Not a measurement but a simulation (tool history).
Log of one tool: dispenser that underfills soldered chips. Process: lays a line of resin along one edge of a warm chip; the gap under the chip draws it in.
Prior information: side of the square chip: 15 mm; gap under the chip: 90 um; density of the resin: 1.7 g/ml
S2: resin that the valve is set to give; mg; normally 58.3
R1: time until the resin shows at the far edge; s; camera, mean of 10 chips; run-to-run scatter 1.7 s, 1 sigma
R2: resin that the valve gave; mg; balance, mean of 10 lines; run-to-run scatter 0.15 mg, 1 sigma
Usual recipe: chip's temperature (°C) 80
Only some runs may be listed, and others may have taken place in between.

Run 1, hour 0: usual settings. Result: R1 195.9 s, R2 57.61 mg.
Run 2, hour 4.3: usual settings. Result: R1 230.4 s, R2 57.57 mg.
Run 3, hour 12.5: usual settings. Result: R1 184.5 s, R2 57.35 mg.
Run 4, hour 19.2: usual settings. Result: R1 234 s, R2 57.57 mg.
Run 5, hour 23.9: usual settings. Result: R1 274.4 s, R2 56.97 mg.
Run 6, hour 29.5: usual settings. Result: R1 202.1 s, R2 57.05 mg.
Run 7, hour 34.6: usual settings. Result: R1 244.7 s, R2 56.62 mg.
Run 8, hour 41.1: usual settings. Result: R1 192.9 s, R2 56.79 mg.
Run 9, hour 48.1: usual settings. Result: R1 241.5 s, R2 56.61 mg.
Run 10, hour 55.1: usual settings. Result: R1 192.3 s, R2 56.22 mg.
Run 11, hour 63: usual settings. Result: R1 244.8 s, R2 55.86 mg.
Run 12, hour 68.5: usual settings. Result: R1 178.8 s, R2 58.32 mg.
Run 13, hour 75.1: usual settings. Result: R1 223.8 s, R2 57.79 mg.
Run 14, hour 80.2: usual settings. Result: R1 265.5 s, R2 57.99 mg.
Run 15, hour 87.3: usual settings but chip's temperature (°C) 77. Result: R1 232.2 s, R2 57.57 mg.
Run 16, hour 91.6: usual settings but chip's temperature (°C) 77. Result: R1 263.3 s, R2 57.58 mg.
Run 17, hour 95.7: usual settings but chip's temperature (°C) 77. Result: R1 300.8 s, R2 57.11 mg.
Run 18, hour 100.9: usual settings. Result: R1 205.6 s, R2 56.95 mg.
Run 19, hour 107.9: usual settings but chip's temperature (°C) 84, S2 68.1 mg. Result: R1 220.1 s, R2 66.68 mg.
Run 20, hour 115.8: usual settings but S2 58.6 mg. Result: R1 214.3 s, R2 57.02 mg.
Run 21, hour 124.6: usual settings but S2 49.9 mg. Result: R1 190.2 s, R2 48.4 mg.
Run 22, hour 129.8: usual settings but chip's temperature (°C) 88, S2 54.2 mg. Result: R1 171.1 s, R2 52.44 mg.
Run 23, hour 133.7: usual settings but chip's temperature (°C) 88, S2 54.2 mg. Result: R1 194 s, R2 52.34 mg.
Run 24, hour 137.8: usual settings but chip's temperature (°C) 82, S2 50.1 mg. Result: R1 284.3 s, R2 48.41 mg.
Run 25, hour 145.4: usual settings but S2 52.3 mg. Result: R1 220.2 s, R2 52.15 mg.
Run 26, hour 152.6: usual settings but S2 66.4 mg. Result: R1 271.2 s, R2 66.33 mg.
Run 27, hour 156.9: usual settings but chip's temperature (°C) 90, S2 53.4 mg. Result: R1 149.3 s, R2 53.25 mg.
Run 28, hour 161: usual settings but chip's temperature (°C) 92, S2 53.1 mg. Result: R1 156.2 s, R2 52.88 mg.
Run 29, hour 166: usual settings but chip's temperature (°C) 83, S2 64.7 mg. Result: R1 251.7 s, R2 64.27 mg.
Run 30, hour 174.1: usual settings but chip's temperature (°C) 83, S2 64.7 mg. Result: R1 200.9 s, R2 64.13 mg.
Run 31, hour 182.7: usual settings but chip's temperature (°C) 83, S2 64.7 mg. Result: R1 172.3 s, R2 63.61 mg.
Run 32, hour 191: usual settings but chip's temperature (°C) 68, S2 64.7 mg. Result: R1 382.4 s, R2 63.65 mg.
Run 33, hour 194.7: usual settings but chip's temperature (°C) 91, S2 51.3 mg. Result: R1 200.7 s, R2 50.15 mg.
Run 34, hour 201.9: usual settings but chip's temperature (°C) 75, S2 74.4 mg. Result: R1 264.1 s, R2 72.71 mg.
Run 35, hour 206.6: usual settings but chip's temperature (°C) 88, S2 73.3 mg. Result: R1 200.7 s, R2 71.44 mg.
Run 36, hour 212.7: usual settings but chip's temperature (°C) 78, S2 50.9 mg. Result: R1 223 s, R2 49.46 mg.

Put back what was entered between runs (17 entries, withheld): which listed runs does each sit between, and how does the hidden state differ from the listed run before to the listed run after?
In the gap between runs 2 and 3: new syringe of resin (hour 11.3)
  resin's viscosity, % of fresh resin's: 126.2 -> 104.1; dose that the valve gives, % of what is set: 98.91 -> 98.54; true chip temperature over the reading, C: -1.12 -> -1.15
  what was measured, less what the result would be without the hidden state, R1: +54.8 -> +14.5 s; R2: -0.64 -> -0.85 mg
In the gap between runs 5 and 6: new syringe of resin (hour 25.1)
  resin's viscosity, % of fresh resin's: 151.7 -> 115.1; dose that the valve gives, % of what is set: 97.97 -> 97.7; true chip temperature over the reading, C: -1.19 -> -1.21
  what was measured, less what the result would be without the hidden state, R1: +101 -> +33.9 s; R2: -1.18 -> -1.34 mg
In the gap between runs 7 and 8: new syringe of resin (hour 39.4)
  resin's viscosity, % of fresh resin's: 136.2 -> 107.4; dose that the valve gives, % of what is set: 97.44 -> 97.12; true chip temperature over the reading, C: -1.23 -> -1.25
  what was measured, less what the result would be without the hidden state, R1: +72.8 -> +21.2 s; R2: -1.49 -> -1.68 mg
In the gap between runs 9 and 10: new syringe of resin (hour 53.6)
  resin's viscosity, % of fresh resin's: 135.5 -> 105.8; dose that the valve gives, % of what is set: 96.76 -> 96.44; true chip temperature over the reading, C: -1.27 -> -1.29
  what was measured, less what the result would be without the hidden state, R1: +71.4 -> +19 s; R2: -1.89 -> -2.07 mg
In the gap between runs 11 and 12: dispensing valve cleaned and set on the balance (hour 65.5); new syringe of resin (hour 68.5)
  resin's viscosity, % of fresh resin's: 137.2 -> 99.4; dose that the valve gives, % of what is set: 96.06 -> 99.7; true chip temperature over the reading, C: -1.32 -> -1.34
  what was measured, less what the result would be without the hidden state, R1: +74.9 -> +7.1 s; R2: -2.29 -> -0.17 mg
In the gap between runs 14 and 15: new syringe of resin (hour 82.6)
  resin's viscosity, % of fresh resin's: 146.8 -> 115.6; dose that the valve gives, % of what is set: 99.12 -> 98.8; true chip temperature over the reading, C: -1.38 -> -1.4
  what was measured, less what the result would be without the hidden state, R1: +93.1 -> +41.1 s; R2: -0.51 -> -0.7 mg
In the gap between runs 17 and 18: new syringe of resin (hour 96.5)
  resin's viscosity, % of fresh resin's: 153.1 -> 114.5; dose that the valve gives, % of what is set: 98.38 -> 98.15; true chip temperature over the reading, C: -1.43 -> -1.45
  what was measured, less what the result would be without the hidden state, R1: +114.3 -> +34.9 s; R2: -0.94 -> -1.07 mg
In the gap between runs 19 and 20: new syringe of resin (hour 110.6)
  resin's viscosity, % of fresh resin's: 144.6 -> 117.9; dose that the valve gives, % of what is set: 97.79 -> 97.41; true chip temperature over the reading, C: -1.47 -> -1.5
  what was measured, less what the result would be without the hidden state, R1: +75.3 -> +42 s; R2: -1.5 -> -1.52 mg
In the gap between runs 20 and 21: new syringe of resin (hour 124.5)
  resin's viscosity, % of fresh resin's: 117.9 -> 103.1; dose that the valve gives, % of what is set: 97.41 -> 96.97; true chip temperature over the reading, C: -1.5 -> -1.52
  what was measured, less what the result would be without the hidden state, R1: +42 -> +16.3 s; R2: -1.52 -> -1.51 mg
In the gap between runs 24 and 25: new syringe of resin (hour 138.5); dispensing valve cleaned and set on the balance (hour 144)
  resin's viscosity, % of fresh resin's: 160 -> 120.1; dose that the valve gives, % of what is set: 96.33 -> 100.3; true chip temperature over the reading, C: -1.57 -> -1.59
  what was measured, less what the result would be without the hidden state, R1: +117.1 -> +46.5 s; R2: -1.85 -> +0.15 mg
In the gap between runs 26 and 27: new syringe of resin (hour 153.6)
  resin's viscosity, % of fresh resin's: 153 -> 112.8; dose that the valve gives, % of what is set: 99.94 -> 99.77; true chip temperature over the reading, C: -1.61 -> -1.63
  what was measured, less what the result would be without the hidden state, R1: +103.7 -> +23.8 s; R2: -0.03 -> -0.12 mg
In the gap between runs 29 and 30: new syringe of resin (hour 167.5)
  resin's viscosity, % of fresh resin's: 152.5 -> 124.3; dose that the valve gives, % of what is set: 99.33 -> 98.92; true chip temperature over the reading, C: -1.66 -> -1.68
  what was measured, less what the result would be without the hidden state, R1: +95.7 -> +48.4 s; R2: -0.44 -> -0.71 mg
In the gap between runs 30 and 31: new syringe of resin (hour 181.7)
  resin's viscosity, % of fresh resin's: 124.3 -> 104.5; dose that the valve gives, % of what is set: 98.92 -> 98.5; true chip temperature over the reading, C: -1.68 -> -1.71
  what was measured, less what the result would be without the hidden state, R1: +48.4 -> +16.8 s; R2: -0.71 -> -0.97 mg
In the gap between runs 33 and 34: new syringe of resin (hour 195.6)
  resin's viscosity, % of fresh resin's: 155.8 -> 123.6; dose that the valve gives, % of what is set: 97.89 -> 97.56; true chip temperature over the reading, C: -1.75 -> -1.78
  what was measured, less what the result would be without the hidden state, R1: +79.3 -> +63.6 s; R2: -1.08 -> -1.82 mg
In the gap between runs 35 and 36: new syringe of resin (hour 209.4)
  resin's viscosity, % of fresh resin's: 144.6 -> 111.7; dose that the valve gives, % of what is set: 97.31 -> 97.02; true chip temperature over the reading, C: -1.79 -> -1.81
  what was measured, less what the result would be without the hidden state, R1: +69.9 -> +36.6 s; R2: -1.98 -> -1.52 mg
